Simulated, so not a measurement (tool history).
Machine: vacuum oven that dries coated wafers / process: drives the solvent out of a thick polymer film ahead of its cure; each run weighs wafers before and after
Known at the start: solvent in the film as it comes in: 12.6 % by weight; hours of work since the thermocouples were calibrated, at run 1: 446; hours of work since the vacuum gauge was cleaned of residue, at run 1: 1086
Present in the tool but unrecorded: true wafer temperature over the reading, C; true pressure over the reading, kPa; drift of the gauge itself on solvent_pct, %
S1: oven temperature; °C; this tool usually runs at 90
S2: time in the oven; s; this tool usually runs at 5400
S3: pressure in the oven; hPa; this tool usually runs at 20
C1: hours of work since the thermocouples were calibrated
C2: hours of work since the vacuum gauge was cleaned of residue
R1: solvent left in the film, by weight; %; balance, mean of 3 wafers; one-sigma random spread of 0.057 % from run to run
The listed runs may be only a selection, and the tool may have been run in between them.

{"run": 1, "hour": 0.0, "S1": 90, "S2": 5400, "S3": 20, "C1": 446, "C2": 1086, "R1": 3.17}
{"run": 2, "hour": 47.8, "S1": 90, "S2": 5400, "S3": 15.5, "C1": 466, "C2": 1107, "R1": 2.98}
{"run": 3, "hour": 88.3, "S1": 90, "S2": 5400, "S3": 15.5, "C1": 484, "C2": 1124, "R1": 3.09}
{"run": 4, "hour": 130.9, "S1": 90, "S2": 5400, "S3": 15.5, "C1": 503, "C2": 1143, "R1": 3.12}
{"run": 5, "hour": 185.2, "S1": 90, "S2": 5400, "S3": 15.5, "C1": 526, "C2": 1167, "R1": 3.04}
{"run": 6, "hour": 249.3, "S1": 90, "S2": 3300, "S3": 20, "C1": 554, "C2": 1194, "R1": 4.91}
{"run": 7, "hour": 289.6, "S1": 90, "S2": 5400, "S3": 45.3, "C1": 572, "C2": 1212, "R1": 4.05}
{"run": 8, "hour": 341.1, "S1": 90, "S2": 5400, "S3": 45.3, "C1": 594, "C2": 1235, "R1": 4.01}
{"run": 9, "hour": 387.6, "S1": 90, "S2": 5400, "S3": 45.3, "C1": 615, "C2": 1255, "R1": 3.95}
{"run": 10, "hour": 454.2, "S1": 90, "S2": 5400, "S3": 45.3, "C1": 644, "C2": 1284, "R1": 3.89}
{"run": 11, "hour": 482.2, "S1": 90, "S2": 5400, "S3": 20, "C1": 656, "C2": 1296, "R1": 3.21}
{"run": 12, "hour": 546.7, "S1": 76, "S2": 5400, "S3": 20, "C1": 684, "C2": 1324, "R1": 6.49}
{"run": 13, "hour": 579.3, "S1": 90, "S2": 5400, "S3": 20, "C1": 698, "C2": 1339, "R1": 3.34}
{"run": 14, "hour": 627.8, "S1": 90, "S2": 5400, "S3": 20, "C1": 720, "C2": 1360, "R1": 3.29}
{"run": 15, "hour": 687.0, "S1": 90, "S2": 5400, "S3": 20, "C1": 745, "C2": 1386, "R1": 3.26}
{"hour": 693.5, "done": "oven's thermocouples calibrated"}
{"run": 16, "hour": 750.8, "S1": 90, "S2": 3120, "S3": 20, "C1": 25, "C2": 1413, "R1": 5.09}
{"run": 17, "hour": 787.9, "S1": 90, "S2": 5400, "S3": 20, "C1": 41, "C2": 1429, "R1": 3.38}
{"run": 18, "hour": 823.7, "S1": 90, "S2": 5400, "S3": 20, "C1": 57, "C2": 1444, "R1": 3.4}
{"run": 19, "hour": 875.0, "S1": 81, "S2": 5040, "S3": 53.3, "C1": 79, "C2": 1467, "R1": 6.82}
{"hour": 929.1, "done": "oven's thermocouples calibrated, once more"}
{"run": 20, "hour": 930.7, "S1": 90, "S2": 4440, "S3": 75.4, "C1": 1, "C2": 1490, "R1": 5.1}
{"run": 21, "hour": 993.0, "S1": 104, "S2": 6720, "S3": 19.1, "C1": 28, "C2": 1517, "R1": 0.78}
{"run": 22, "hour": 1026.0, "S1": 80, "S2": 5400, "S3": 55.7, "C1": 42, "C2": 1532, "R1": 6.63}
{"run": 23, "hour": 1086.0, "S1": 80, "S2": 5400, "S3": 55.7, "C1": 69, "C2": 1558, "R1": 6.63}
{"run": 24, "hour": 1137.8, "S1": 93, "S2": 5400, "S3": 20, "C1": 91, "C2": 1581, "R1": 2.55}
{"run": 25, "hour": 1190.6, "S1": 90, "S2": 4560, "S3": 62.8, "C1": 114, "C2": 1604, "R1": 4.76}
{"run": 26, "hour": 1221.5, "S1": 103, "S2": 6060, "S3": 34.7, "C1": 128, "C2": 1617, "R1": 1.21}
{"run": 27, "hour": 1271.6, "S1": 88, "S2": 9000, "S3": 17.2, "C1": 150, "C2": 1639, "R1": 1.95}
{"run": 28, "hour": 1331.7, "S1": 88, "S2": 9000, "S3": 17.2, "C1": 176, "C2": 1665, "R1": 2}
{"run": 29, "hour": 1376.2, "S1": 95, "S2": 3600, "S3": 53.3, "C1": 195, "C2": 1685, "R1": 4.05}
{"run": 30, "hour": 1427.0, "S1": 78, "S2": 2760, "S3": 53.3, "C1": 217, "C2": 1707, "R1": 8.62}
{"run": 31, "hour": 1482.2, "S1": 77, "S2": 2760, "S3": 15.1, "C1": 241, "C2": 1731, "R1": 8}
{"run": 32, "hour": 1547.9, "S1": 81, "S2": 3180, "S3": 10.5, "C1": 270, "C2": 1760, "R1": 6.7}
{"run": 33, "hour": 1593.2, "S1": 86, "S2": 5400, "S3": 58, "C1": 290, "C2": 1779, "R1": 5.29}
{"run": 34, "hour": 1655.2, "S1": 90, "S2": 5400, "S3": 33.1, "C1": 317, "C2": 1806, "R1": 3.57}
{"run": 35, "hour": 1689.7, "S1": 82, "S2": 5400, "S3": 33.1, "C1": 332, "C2": 1822, "R1": 5.49}

Measured minus without-hidden-state, run by run (identical run-to-run variation in each term; gauge scatter may differ):
run=1 R1=+0.31
run=2 R1=+0.31
run=3 R1=+0.33
run=4 R1=+0.33
run=5 R1=+0.34
run=6 R1=+0.36
run=7 R1=+0.39
run=8 R1=+0.4
run=9 R1=+0.41
run=10 R1=+0.42
run=11 R1=+0.41
run=12 R1=+0.48
run=13 R1=+0.43
run=14 R1=+0.44
run=15 R1=+0.46
run=16 R1=+0.52
run=17 R1=+0.56
run=18 R1=+0.57
run=19 R1=+0.67
run=20 R1=+0.2
run=21 R1=+0.13
run=22 R1=+0.26
run=23 R1=+0.28
run=24 R1=+0.23
run=25 R1=+0.26
run=26 R1=+0.16
run=27 R1=+0.28
run=28 R1=+0.3
run=29 R1=+0.27
run=30 R1=+0.27
run=31 R1=+0.28
run=32 R1=+0.31
run=33 R1=+0.39
run=34 R1=+0.38
run=35 R1=+0.43
